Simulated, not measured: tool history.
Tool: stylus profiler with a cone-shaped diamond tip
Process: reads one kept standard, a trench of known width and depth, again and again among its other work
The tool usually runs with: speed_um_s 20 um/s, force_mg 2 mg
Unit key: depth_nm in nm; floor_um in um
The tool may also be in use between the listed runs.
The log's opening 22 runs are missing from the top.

Run 23, day 71.6: usual settings but speed_um_s 45 um/s, force_mg 5.93 mg. Result: depth_nm 101.95 nm, floor_um 27.82 um.
Run 24, day 74.608: usual settings but force_mg 2.02 mg. Result: depth_nm 100.94 nm, floor_um 27.85 um.
Run 25, day 76.812: usual settings but speed_um_s 7 um/s, force_mg 0.84 mg. Result: depth_nm 100.54 nm, floor_um 27.9 um.
Run 26, day 80.883: usual settings but speed_um_s 7 um/s, force_mg 0.84 mg. Result: depth_nm 100.54 nm, floor_um 27.94 um.
At day 82.388: new tip fitted, height scale calibrated.
Run 27, day 84.562: usual settings but speed_um_s 7 um/s, force_mg 0.84 mg. Result: depth_nm 100.53 nm, floor_um 27.91 um.
Run 28, day 87.071: usual settings but speed_um_s 79 um/s, force_mg 3.17 mg. Result: depth_nm 101.3 nm, floor_um 27.58 um.
Run 29, day 91.238: usual settings but speed_um_s 79 um/s, force_mg 3.17 mg. Result: depth_nm 101.3 nm, floor_um 27.59 um.
Run 30, day 95.688: usual settings but speed_um_s 10 um/s, force_mg 1.15 mg. Result: depth_nm 100.65 nm, floor_um 27.94 um.
Run 31, day 97.6: usual settings but speed_um_s 10 um/s, force_mg 1.15 mg. Result: depth_nm 100.65 nm, floor_um 27.95 um.
Run 32, day 99.929: usual settings but speed_um_s 17 um/s, force_mg 2.05 mg. Result: depth_nm 100.98 nm, floor_um 27.88 um.
Run 33, day 103.021: usual settings but speed_um_s 17 um/s, force_mg 2.05 mg. Result: depth_nm 100.94 nm, floor_um 27.9 um.

Below are 4 alternative next runs, each starting from the tool's condition after run 33. Predict each:
Run A, day 106.604: usual settings but speed_um_s 7 um/s, force_mg 1.05 mg. Result: depth_nm ?, floor_um ?.
Run B, day 106.604: usual settings but speed_um_s 66 um/s, force_mg 0.72 mg. Result: depth_nm ?, floor_um ?.
Run C, day 106.604: usual settings but speed_um_s 17 um/s, force_mg 2.17 mg. Result: depth_nm ?, floor_um ?.
Run D, day 106.604: usual settings but speed_um_s 47 um/s, force_mg 1.3 mg. Result: depth_nm ?, floor_um ?.

run  depth_nm  floor_um
  A    100.62     27.94
  B    100.47     27.31
  C    101.01     27.82
  D     100.7     27.65
Without the tool's unlogged condition, the same runs would have read:
run  depth_nm  floor_um
  A    100.62     27.94
  B    100.47     27.31
  C    101.01     27.82
  D     100.7     27.65
